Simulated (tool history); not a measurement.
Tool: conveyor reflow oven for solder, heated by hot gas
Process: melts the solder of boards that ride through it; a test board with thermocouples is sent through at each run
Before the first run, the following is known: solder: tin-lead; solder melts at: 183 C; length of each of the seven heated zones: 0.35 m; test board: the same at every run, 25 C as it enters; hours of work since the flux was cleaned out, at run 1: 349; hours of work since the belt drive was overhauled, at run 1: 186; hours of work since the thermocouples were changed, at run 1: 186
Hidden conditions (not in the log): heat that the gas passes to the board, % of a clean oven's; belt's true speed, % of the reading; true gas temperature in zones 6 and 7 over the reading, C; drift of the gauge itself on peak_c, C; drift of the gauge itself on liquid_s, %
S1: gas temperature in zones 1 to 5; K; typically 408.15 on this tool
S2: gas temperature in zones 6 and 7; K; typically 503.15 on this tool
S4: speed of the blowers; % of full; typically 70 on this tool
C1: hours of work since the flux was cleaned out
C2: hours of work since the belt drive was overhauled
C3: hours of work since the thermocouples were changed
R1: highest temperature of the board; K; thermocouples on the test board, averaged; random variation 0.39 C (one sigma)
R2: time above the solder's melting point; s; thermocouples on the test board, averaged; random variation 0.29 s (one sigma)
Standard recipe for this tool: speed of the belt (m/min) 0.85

Run 1, hour 0: usual settings; C1 349; C2 186; C3 186. Result: R1 482.75 K, R2 31.2 s.
At hour 47: flux residue cleaned out of gas plates and filters.
Run 2, hour 50.1: usual settings; C1 2; C2 218; C3 218. Result: R1 485.95 K, R2 33.7 s.
Run 3, hour 87.1: usual settings; C1 29; C2 245; C3 245. Result: R1 486.05 K, R2 34.1 s.
Run 4, hour 126.3: usual settings; C1 57; C2 273; C3 273. Result: R1 485.65 K, R2 34.2 s.
Run 5, hour 163.4: usual settings; C1 84; C2 299; C3 299. Result: R1 485.85 K, R2 33.8 s.
Run 6, hour 217.4: usual settings; C1 123; C2 338; C3 338. Result: R1 485.35 K, R2 33.7 s.
Run 7, hour 272.7: usual settings; C1 162; C2 378; C3 378. Result: R1 484.75 K, R2 33.4 s.
Run 8, hour 307.9: usual settings but speed of the belt (m/min) 0.749; C1 188; C2 403; C3 403. Result: R1 489.95 K, R2 41.3 s.
Run 9, hour 353.1: usual settings but S2 508.15 K; C1 220; C2 436; C3 436. Result: R1 489.45 K, R2 35.5 s.
Run 10, hour 380.2: usual settings but S2 496.15 K, speed of the belt (m/min) 0.828; C1 240; C2 455; C3 455. Result: R1 479.25 K, R2 30.7 s.
Run 11, hour 433.9: usual settings but S1 422.15 K, S2 496.15 K, speed of the belt (m/min) 0.828, S4 52 % of full; C1 278; C2 494; C3 494. Result: R1 478.25 K, R2 32.7 s.
Run 12, hour 467.3: usual settings but S1 419.15 K, S2 508.15 K, speed of the belt (m/min) 0.731, S4 73 % of full; C1 302; C2 518; C3 518. Result: R1 496.45 K, R2 49.4 s.
Run 13, hour 502.8: usual settings but S1 419.15 K, S2 508.15 K, speed of the belt (m/min) 0.731, S4 73 % of full; C1 328; C2 544; C3 544. Result: R1 496.15 K, R2 49.6 s.
Run 14, hour 551.1: usual settings but S1 418.15 K, speed of the belt (m/min) 0.81, S4 73 % of full; C1 363; C2 578; C3 578. Result: R1 487.65 K, R2 40 s.
At hour 579.1: flux residue cleaned out of gas plates and filters.
Run 15, hour 588.1: usual settings but S1 413.15 K, S2 500.15 K, speed of the belt (m/min) 0.821, S4 83 % of full; C1 6; C2 601; C3 601. Result: R1 489.75 K, R2 39.8 s.
At hour 641.7: thermocouples of zones 6 and 7 changed.
Run 16, hour 642: usual settings but S1 407.15 K, S2 506.15 K, speed of the belt (m/min) 0.689, S4 63 % of full; C1 44; C2 639; C3 0. Result: R1 492.55 K, R2 47.3 s.
Run 17, hour 683.5: usual settings but S2 505.15 K, S4 62 % of full; C1 74; C2 669; C3 30. Result: R1 484.95 K, R2 33.1 s.

Across each entry between runs, compare the hidden state at the last listed run before it with the hidden state at the first listed run after it:
Run 1 -> run 2: flux residue cleaned out of gas plates and filters (hour 47)
  heat that the gas passes to the board, % of a clean oven's: 84.3 -> 99.3; belt's true speed, % of the reading: 99.35 -> 99.26; true gas temperature in zones 6 and 7 over the reading, C: 1.19 -> 1.3
  measured less the result without the state, R1: -3.2 -> +1.2 K; R2: -2.5 -> +0.9 s
Run 14 -> run 15: flux residue cleaned out of gas plates and filters (hour 579.1)
  heat that the gas passes to the board, % of a clean oven's: 84.9 -> 99.5; belt's true speed, % of the reading: 98.24 -> 98.17; true gas temperature in zones 6 and 7 over the reading, C: 2.58 -> 2.67
  measured less the result without the state, R1: -0.9 -> +2.8 K; R2: -0.3 -> +2.2 s
Run 15 -> run 16: thermocouples of zones 6 and 7 changed (hour 641.7)
  heat that the gas passes to the board, % of a clean oven's: 99.5 -> 97.8; belt's true speed, % of the reading: 98.17 -> 98.06; true gas temperature in zones 6 and 7 over the reading, C: 2.67 -> 0.14
  measured less the result without the state, R1: +2.8 -> +0.3 K; R2: +2.2 -> +1.1 s
